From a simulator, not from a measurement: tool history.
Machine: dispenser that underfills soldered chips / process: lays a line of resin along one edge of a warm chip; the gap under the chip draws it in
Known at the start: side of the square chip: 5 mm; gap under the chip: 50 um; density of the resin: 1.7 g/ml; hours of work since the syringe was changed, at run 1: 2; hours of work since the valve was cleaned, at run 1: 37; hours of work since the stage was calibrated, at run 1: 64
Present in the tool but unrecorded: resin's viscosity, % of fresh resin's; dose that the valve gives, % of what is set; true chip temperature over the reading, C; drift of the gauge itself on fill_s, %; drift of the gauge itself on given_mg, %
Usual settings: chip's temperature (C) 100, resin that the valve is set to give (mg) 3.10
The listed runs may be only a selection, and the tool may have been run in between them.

run   hour  chip's temperature (C)  resin that the valve is set to give (mg)  hours of work since the syringe was changed  hours of work since the valve was cleaned  hours of work since the stage was calibrated  time until the resin shows at the far edge (s)  resin that the valve gave (mg)
  1    0.0                     100                                      3.10                                            2                                         37                                            64                                            28.1                           3.029
       6.4  -- new syringe of resin
  2    7.6                     100                                      3.12                                            1                                         41                                            68                                            25.1                           3.054
      16.7  -- new syringe of resin
  3   16.7                     100                                      3.12                                            0                                         46                                            73                                            23.6                           3.045
  4   25.8                     100                                      3.12                                            6                                         52                                            79                                            37.4                           3.033
      26.8  -- new syringe of resin
      37.4  -- new syringe of resin
  5   40.0                     100                                      3.12                                            2                                         60                                            87                                            26.5                           3.024
  6   46.3                     100                                      3.12                                            5                                         64                                            91                                            36.8                           3.025
      47.1  -- new syringe of resin
  7   52.6                     100                                      3.12                                            3                                         68                                            95                                            31.3                           3.010
      57.9  -- new syringe of resin
      63.7  -- dispensing valve cleaned and set on the balance
  8   64.7                     100                                      3.12                                            4                                          1                                           101                                            32.9                           3.125
      68.8  -- new syringe of resin
  9   72.8                     100                                      3.95                                            2                                          5                                           106                                            29.4                           3.947
      78.9  -- new syringe of resin
 10   85.3                     100                                      3.95                                            4                                         13                                           114                                            31.9                           3.924
      89.1  -- new syringe of resin
 11   93.9                     100                                      3.10                                            3                                         18                                           119                                            30.7                           3.074
      99.1  -- new syringe of resin
 12  101.8                     100                                      3.10                                            2                                         23                                           123                                            28.0                           3.070
 13  108.2                     100                                      3.10                                            6                                         27                                           127                                            38.1                           3.060
     109.2  -- new syringe of resin
 14  116.8                     100                                      3.53                                            5                                         32                                           132                                            34.4                           3.484
     120.1  -- new syringe of resin
 15  126.2                     100                                      3.53                                            4                                         37                                           138                                            33.7                           3.462
     130.1  -- new syringe of resin
 16  132.6                     100                                      2.63                                            2                                         41                                           142                                            30.4                           2.579
     140.3  -- new syringe of resin
 17  140.6                     100                                      2.63                                            0                                         46                                           146                                            27.0                           2.579
 18  148.7                     100                                      3.43                                            5                                         50                                           151                                            37.6                           3.362
     150.3  -- new syringe of resin
     160.3  -- new syringe of resin
 19  160.5                      94                                      3.54                                            0                                         57                                           158                                            32.6                           3.451
 20  167.4                     111                                      3.39                                            4                                         62                                           162                                            20.8                           3.300
     170.2  -- new syringe of resin
 21  173.7                      87                                      2.87                                            2                                         65                                           166                                            54.6                           2.786
     180.2  -- new syringe of resin
 22  185.3                      87                                      2.87                                            3                                         72                                           173                                            59.2                           2.782
     188.4  -- dispensing valve cleaned and set on the balance
     191.4  -- new syringe of resin
 23  200.3                     112                                      2.87                                            5                                          7                                           181                                            22.9                           2.854
     201.5  -- new syringe of resin
 24  207.4                      92                                      3.98                                            4                                         11                                           186                                            46.2                           3.952
     211.6  -- new syringe of resin
 25  217.1                      96                                      3.70                                            3                                         17                                           191                                            37.9                           3.676
     222.1  -- new syringe of resin
 26  226.3                     102                                      3.83                                            3                                         22                                           197                                            28.7                           3.787
     232.0  -- new syringe of resin
 27  232.4                      89                                      2.63                                            0                                         26                                           200                                            45.3                           2.594
     241.8  -- new syringe of resin
 28  243.6                      89                                      2.63                                            1                                         33                                           207                                            49.0                           2.584
     252.3  -- new syringe of resin
 29  252.3                     107                                      3.20                                            0                                         38                                           212                                            18.2                           3.146
     262.5  -- new syringe of resin
 30  263.3                      97                                      3.70                                            1                                         44                                           219                                            29.5                           3.615
     272.4  -- new syringe of resin
 31  276.8                      97                                      3.70                                            3                                         52                                           227                                            35.0                           3.595
     282.3  -- new syringe of resin
 32  284.9                      97                                      3.67                                            2                                         57                                           231                                            32.1                           3.573
     292.0  -- new syringe of resin
 33  295.5                      92                                      2.67                                            2                                         63                                           238                                            46.4                           2.580
     302.2  -- new syringe of resin
 34  309.2                      92                                      2.67                                            4                                         72                                           246                                            55.0                           2.571

Each row is a separate what-if for the run after 34, all from the same tool condition, not one after another. Results?
     312.6  -- new syringe of resin
     313.6  -- dispensing valve cleaned and set on the balance
  A  322.4                      92                                      3.56                                            5                                          5                                           253                                               ?                               ?
     312.6  -- new syringe of resin
     313.6  -- dispensing valve cleaned and set on the balance
  B  322.4                      94                                      2.93                                            5                                          5                                           253                                               ?                               ?
     312.6  -- new syringe of resin
     313.6  -- dispensing valve cleaned and set on the balance
  C  322.4                     100                                      3.07                                            5                                          5                                           253                                               ?                               ?

run  time until the resin shows at the far edge (s)  resin that the valve gave (mg)
  A                                            54.8                           3.549
  B                                            51.7                           2.919
  C                                            39.3                           3.048
What these runs would have given with no unlogged condition in the tool:
run  time until the resin shows at the far edge (s)  resin that the valve gave (mg)
  A                                            32.8                           3.558
  B                                            31.2                           2.926
  C                                            23.6                           3.055
